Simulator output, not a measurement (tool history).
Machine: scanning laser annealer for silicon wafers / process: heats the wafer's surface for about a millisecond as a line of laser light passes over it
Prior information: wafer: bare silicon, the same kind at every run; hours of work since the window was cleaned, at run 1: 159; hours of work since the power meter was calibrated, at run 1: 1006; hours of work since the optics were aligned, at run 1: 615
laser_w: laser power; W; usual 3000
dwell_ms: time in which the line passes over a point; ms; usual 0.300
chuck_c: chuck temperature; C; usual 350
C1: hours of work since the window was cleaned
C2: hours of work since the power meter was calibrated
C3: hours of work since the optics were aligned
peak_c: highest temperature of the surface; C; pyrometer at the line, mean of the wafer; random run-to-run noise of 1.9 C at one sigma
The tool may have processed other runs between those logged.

run 1 hour=0.0 | laser_w=3000 dwell_ms=0.300 chuck_c=350 | C1=159 C2=1006 C3=615 | peak_c=1145
run 2 hour=82.3 | laser_w=3000 dwell_ms=0.271 chuck_c=350 | C1=205 C2=1052 C3=661 | peak_c=1097
run 3 hour=159.5 | laser_w=2775 dwell_ms=0.300 chuck_c=350 | C1=248 C2=1095 C3=704 | peak_c=1056
run 4 hour=217.4 | laser_w=3000 dwell_ms=0.300 chuck_c=350 | C1=280 C2=1128 C3=736 | peak_c=1128
run 5 hour=286.5 | laser_w=3000 dwell_ms=0.300 chuck_c=350 | C1=319 C2=1166 C3=774 | peak_c=1127
run 6 hour=345.5 | laser_w=3000 dwell_ms=0.300 chuck_c=327 | C1=351 C2=1199 C3=807 | peak_c=1106
-- hour=408.3 window over the wafer cleaned
run 7 hour=408.3 | laser_w=3000 dwell_ms=0.300 chuck_c=327 | C1=0 C2=1233 C3=841 | peak_c=1084
run 8 hour=483.2 | laser_w=2808 dwell_ms=0.300 chuck_c=350 | C1=42 C2=1275 C3=883 | peak_c=1041
run 9 hour=522.7 | laser_w=2808 dwell_ms=0.300 chuck_c=350 | C1=64 C2=1297 C3=905 | peak_c=1037
run 10 hour=589.0 | laser_w=2755 dwell_ms=0.218 chuck_c=350 | C1=101 C2=1334 C3=942 | peak_c=908
-- hour=649.1 window over the wafer cleaned, once more
run 11 hour=649.1 | laser_w=2755 dwell_ms=0.218 chuck_c=350 | C1=0 C2=1366 C3=975 | peak_c=960

Run 12, settings as shown, results not yet in. Your forecast:
run 12 hour=698.4 | laser_w=2755 dwell_ms=0.218 chuck_c=350 | C1=27 C2=1394 C3=1002 | peak_c=?

Run 12 produced peak_c 954 C.
The same run, on a tool lacking any hidden state, would have yielded peak_c 969 C.
